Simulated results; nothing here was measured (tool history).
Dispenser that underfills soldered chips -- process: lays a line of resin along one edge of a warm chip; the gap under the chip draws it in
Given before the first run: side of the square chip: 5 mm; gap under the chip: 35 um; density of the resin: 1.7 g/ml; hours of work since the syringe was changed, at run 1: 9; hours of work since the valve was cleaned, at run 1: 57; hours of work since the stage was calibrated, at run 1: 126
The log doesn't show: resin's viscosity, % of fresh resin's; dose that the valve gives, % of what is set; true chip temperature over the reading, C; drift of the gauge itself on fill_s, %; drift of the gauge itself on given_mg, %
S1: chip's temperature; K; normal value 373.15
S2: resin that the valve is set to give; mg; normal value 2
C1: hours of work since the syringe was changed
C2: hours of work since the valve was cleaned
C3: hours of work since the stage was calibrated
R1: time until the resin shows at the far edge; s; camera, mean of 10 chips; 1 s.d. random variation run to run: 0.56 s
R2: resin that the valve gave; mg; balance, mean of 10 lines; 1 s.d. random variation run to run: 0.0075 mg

{"run": 1, "hour": 0.0, "S1": 373.15, "S2": 2, "C1": 9, "C2": 57, "C3": 126, "R1": 103.8, "R2": 1.911}
{"hour": 0.9, "done": "new syringe of resin"}
{"run": 2, "hour": 8.3, "S1": 373.15, "S2": 2, "C1": 6, "C2": 64, "C3": 132, "R1": 76.7, "R2": 1.93}
{"hour": 13.4, "done": "new syringe of resin"}
{"run": 3, "hour": 14.3, "S1": 373.15, "S2": 2, "C1": 1, "C2": 68, "C3": 137, "R1": 47.6, "R2": 1.919}
{"run": 4, "hour": 19.3, "S1": 373.15, "S2": 2.2, "C1": 5, "C2": 72, "C3": 141, "R1": 67.4, "R2": 2.1}
{"hour": 25.6, "done": "new syringe of resin"}
{"hour": 26.6, "done": "dispensing valve cleaned and set on the balance"}
{"run": 5, "hour": 27.1, "S1": 373.15, "S2": 2.2, "C1": 0, "C2": 0, "C3": 146, "R1": 45.2, "R2": 2.208}
{"run": 6, "hour": 33.2, "S1": 373.15, "S2": 2, "C1": 5, "C2": 5, "C3": 151, "R1": 72.4, "R2": 1.999}
{"hour": 38.9, "done": "new syringe of resin"}
{"run": 7, "hour": 39.2, "S1": 373.15, "S2": 2, "C1": 0, "C2": 10, "C3": 155, "R1": 46.9, "R2": 1.995}
{"run": 8, "hour": 47.1, "S1": 373.15, "S2": 2, "C1": 6, "C2": 16, "C3": 161, "R1": 81.3, "R2": 1.981}
{"hour": 51.2, "done": "new syringe of resin"}
{"run": 9, "hour": 54.2, "S1": 373.15, "S2": 2, "C1": 2, "C2": 21, "C3": 166, "R1": 55.3, "R2": 1.977}
{"run": 10, "hour": 61.8, "S1": 373.15, "S2": 2, "C1": 8, "C2": 27, "C3": 172, "R1": 95.9, "R2": 1.976}
{"hour": 63.5, "done": "new syringe of resin"}
{"run": 11, "hour": 65.8, "S1": 382.15, "S2": 2, "C1": 2, "C2": 30, "C3": 175, "R1": 37.9, "R2": 1.978}
{"run": 12, "hour": 71.9, "S1": 373.15, "S2": 2, "C1": 7, "C2": 35, "C3": 180, "R1": 78.8, "R2": 1.97}
{"hour": 75.7, "done": "new syringe of resin"}
{"run": 13, "hour": 79.4, "S1": 373.15, "S2": 2, "C1": 3, "C2": 40, "C3": 186, "R1": 57.5, "R2": 1.957}
{"run": 14, "hour": 86.7, "S1": 373.15, "S2": 2, "C1": 9, "C2": 46, "C3": 192, "R1": 95.5, "R2": 1.949}
{"hour": 87.8, "done": "new syringe of resin"}
{"run": 15, "hour": 92.2, "S1": 373.15, "S2": 2, "C1": 3, "C2": 50, "C3": 196, "R1": 61, "R2": 1.95}
{"run": 16, "hour": 97.1, "S1": 374.15, "S2": 2, "C1": 7, "C2": 54, "C3": 199, "R1": 80.9, "R2": 1.938}
{"hour": 100.4, "done": "new syringe of resin"}
{"run": 17, "hour": 105.2, "S1": 374.15, "S2": 2, "C1": 4, "C2": 60, "C3": 206, "R1": 60.5, "R2": 1.93}
{"hour": 112.8, "done": "new syringe of resin"}
{"run": 18, "hour": 112.9, "S1": 387.15, "S2": 2.58, "C1": 0, "C2": 66, "C3": 211, "R1": 26, "R2": 2.486}
{"run": 19, "hour": 118.5, "S1": 359.15, "S2": 2.08, "C1": 4, "C2": 70, "C3": 216, "R1": 113.1, "R2": 2}
{"run": 20, "hour": 123.4, "S1": 377.15, "S2": 2.12, "C1": 8, "C2": 74, "C3": 220, "R1": 78.9, "R2": 2.041}

For run 21, what comes out?
{"hour": 125.4, "done": "new syringe of resin"}
{"hour": 128.2, "done": "dispensing valve cleaned and set on the balance"}
{"run": 21, "hour": 129.2, "S1": 377.15, "S2": 1.73, "C1": 2, "C2": 1, "C3": 223, "R1": "?", "R2": "?"}

R1: 49.5 s
R2: 1.733 mg
Take away the tool's hidden state, keep the run-to-run variation as it was, and the same run would have given R1 43.4 s, R2 1.731 mg.
